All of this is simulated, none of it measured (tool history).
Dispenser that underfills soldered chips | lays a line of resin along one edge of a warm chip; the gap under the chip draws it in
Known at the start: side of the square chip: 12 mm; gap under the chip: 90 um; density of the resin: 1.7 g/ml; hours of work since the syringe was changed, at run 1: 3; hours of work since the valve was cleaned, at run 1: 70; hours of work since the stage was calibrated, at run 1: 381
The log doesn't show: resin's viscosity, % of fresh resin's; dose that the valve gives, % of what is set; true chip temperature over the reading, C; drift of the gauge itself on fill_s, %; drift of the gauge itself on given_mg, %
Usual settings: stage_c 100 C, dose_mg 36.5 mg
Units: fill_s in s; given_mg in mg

run,hour,stage_c,dose_mg,hours of work since the syringe was changed,hours of work since the valve was cleaned,hours of work since the stage was calibrated,fill_s,given_mg
1,0.0,100,36.5,3,70,381,21.7,34.05
# hour 8.3: new syringe of resin
2,14.6,100,36.5,4,79,390,24.8,33.84
# hour 20.8: new syringe of resin
3,29.6,100,36.5,6,88,399,28.1,33.48
# hour 32.9: new syringe of resin
4,39.1,100,36.5,4,94,405,24.1,33.27
# hour 45.9: new syringe of resin
5,49.4,100,36.5,2,100,411,21.6,33.04
# hour 57.9: new syringe of resin
6,61.3,100,36.5,2,108,419,22.2,32.69
7,67.8,113,36.5,6,112,423,17.9,32.54
# hour 71.1: new syringe of resin
8,76.7,113,36.5,4,117,428,14.7,32.59
# hour 83.7: dispensing valve cleaned and set on the balance
# hour 85.4: new syringe of resin
9,88.1,113,36.5,2,3,435,12.0,36.41
# hour 98.6: new syringe of resin
10,101.7,87,36.5,2,11,443,38.2,36.18
# hour 111.2: new syringe of resin
11,112.7,100,38.9,1,18,450,18.9,37.80
12,121.5,100,34.8,7,23,456,30.3,33.71
# hour 123.7: new syringe of resin
13,133.2,100,34.8,6,31,463,29.4,33.85
# hour 135.8: new syringe of resin
14,144.2,100,34.8,5,38,470,28.4,33.31
# hour 147.8: new syringe of resin
15,156.5,100,36.5,6,45,477,28.9,34.86
# hour 160.1: new syringe of resin
16,163.6,100,36.5,2,50,482,22.3,34.44
# hour 172.4: new syringe of resin
17,178.0,100,36.5,4,59,491,24.8,34.14
# hour 185.3: new syringe of resin
18,186.3,100,36.5,1,64,496,19.8,33.89
# hour 198.2: new syringe of resin
19,201.2,110,43.3,2,73,505,14.6,40.18
# hour 211.2: new syringe of resin
20,216.4,96,45.6,3,82,515,27.4,42.27
# hour 224.5: new syringe of resin
21,225.5,114,38.0,1,88,520,10.9,34.62
# hour 236.9: new syringe of resin
22,241.4,114,38.0,3,98,530,13.1,34.08
# hour 249.0: new syringe of resin
23,254.2,114,38.0,3,106,538,13.7,33.94
# hour 261.5: new syringe of resin
24,261.5,108,34.1,0,110,543,14.2,30.48
# hour 273.5: new syringe of resin
25,273.5,108,34.1,0,118,550,13.5,30.41
# hour 279.1: dispensing valve cleaned and set on the balance
# hour 286.8: new syringe of resin
26,286.9,101,40.6,0,5,558,17.7,40.62
# hour 299.1: new syringe of resin
27,302.0,101,40.6,2,14,567,20.9,39.93
# hour 311.8: new syringe of resin
28,312.7,101,40.6,1,21,574,19.2,39.60
29,320.3,101,40.6,5,26,579,27.7,39.24
# hour 324.9: new syringe of resin
30,333.3,101,40.6,5,34,587,27.2,39.21
# hour 337.8: new syringe of resin
31,348.2,87,34.7,7,43,596,54.6,33.13
# hour 350.2: new syringe of resin
32,356.7,87,34.5,4,48,601,47.9,32.75
# hour 362.5: new syringe of resin
33,371.4,87,34.5,6,57,610,53.3,32.73
# hour 374.7: new syringe of resin
34,384.8,112,35.9,6,66,619,20.2,33.60

Hidden state or all else? Some run-to-run changes of fill_s, split into what the settings, what came in and random variation would give without the hidden state, and what is left for the hidden state (with any gauge scatter that isn't in both results):
Run 9 -> 10: stage_c 113 -> 87, new syringe of resin. fill_s +26.2 s: hidden state +7.4, all else +18.8.
Run 11 -> 12: dose_mg 38.9 -> 34.8. fill_s +11.4 s: hidden state +10.7, all else +0.7.
Run 30 -> 31: stage_c 101 -> 87, dose_mg 40.6 -> 34.7, new syringe of resin. fill_s +27.4 s: hidden state +15.2, all else +12.2.
Run 33 -> 34: stage_c 87 -> 112, dose_mg 34.5 -> 35.9, new syringe of resin. fill_s -33.1 s: hidden state -15.4, all else -17.7.

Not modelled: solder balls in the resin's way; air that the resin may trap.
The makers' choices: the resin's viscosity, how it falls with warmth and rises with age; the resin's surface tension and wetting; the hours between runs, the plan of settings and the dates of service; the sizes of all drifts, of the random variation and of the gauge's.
